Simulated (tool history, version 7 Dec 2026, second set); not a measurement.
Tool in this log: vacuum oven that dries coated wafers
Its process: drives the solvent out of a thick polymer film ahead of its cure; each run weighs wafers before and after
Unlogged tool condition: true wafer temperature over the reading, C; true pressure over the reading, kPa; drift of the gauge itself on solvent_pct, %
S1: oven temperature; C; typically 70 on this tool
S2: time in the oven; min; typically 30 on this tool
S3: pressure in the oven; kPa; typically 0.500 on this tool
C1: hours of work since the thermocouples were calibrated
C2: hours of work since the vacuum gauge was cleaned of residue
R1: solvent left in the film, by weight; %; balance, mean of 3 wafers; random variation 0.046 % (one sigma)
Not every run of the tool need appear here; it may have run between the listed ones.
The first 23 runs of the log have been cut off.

| run | hour | S1 | S2 | S3 | C1 | C2 | R1 |
|---|---|---|---|---|---|---|---|
| 24 | 314.7 | 79 | 30 | 1.502 | 983 | 38 | 1.68 |
| 25 | 324.5 | 79 | 30 | 1.502 | 990 | 45 | 1.69 |
| 26 | 339.6 | 71 | 27 | 1.502 | 1001 | 56 | 3.59 |
| 27 | 350.8 | 62 | 35 | 1.028 | 1009 | 64 | 5.13 |
| 28 | 367.1 | 59 | 16 | 1.028 | 1022 | 76 | 10.04 |
| 29 | 377.4 | 63 | 36 | 1.626 | 1029 | 84 | 5.46 |
| 30 | 392.0 | 65 | 48 | 1.921 | 1040 | 95 | 4.25 |
| 31 | 403.7 | 65 | 48 | 1.390 | 1049 | 103 | 3.42 |
| 32 | 418.0 | 67 | 18 | 0.458 | 1059 | 114 | 5.74 |
| 33 | 430.9 | 73 | 22 | 0.295 | 1069 | 123 | 2.48 |
| 34 | 440.4 | 73 | 22 | 0.295 | 1076 | 131 | 2.53 |
| 35 | 456.3 | 77 | 26 | 1.867 | 1088 | 142 | 2.68 |
| 36 | 471.6 | 85 | 30 | 0.500 | 1099 | 154 | 0.41 |
| 37 | 478.8 | 64 | 30 | 0.500 | 1104 | 159 | 4.29 |
| 38 | 486.4 | 71 | 36 | 0.986 | 1110 | 165 | 2.11 |
| 39 | 500.5 | 71 | 36 | 0.986 | 1120 | 175 | 2.13 |
| 40 | 516.7 | 71 | 36 | 0.986 | 1132 | 187 | 2.19 |
| 41 | 528.0 | 71 | 36 | 0.986 | 1141 | 195 | 2.12 |
| 42 | 540.1 | 70 | 16 | 1.610 | 1150 | 204 | 6.33 |
| 43 | 553.5 | 76 | 16 | 1.610 | 1159 | 214 | 4.20 |
| 44 | 569.6 | 76 | 34 | 0.258 | 1171 | 226 | 0.71 |
| 45 | 577.2 | 76 | 39 | 0.258 | 1177 | 232 | 0.55 |

3 options for the next run, each taken on its own from the tool as it stands now. Forecast them:
| A | 592.8 | 64 | 49 | 1.398 | 1188 | 243 | ? |
| B | 592.8 | 67 | 39 | 0.273 | 1188 | 243 | ? |
| C | 592.8 | 72 | 30 | 1.366 | 1188 | 243 | ? |

| run | R1 |
|---|---|
| A | 3.60 |
| B | 1.84 |
| C | 2.83 |
With the hidden condition removed and each run's random variation left untouched, the same runs would have given:
| run | R1 |
|---|---|
| A | 4.11 |
| B | 2.26 |
| C | 3.29 |
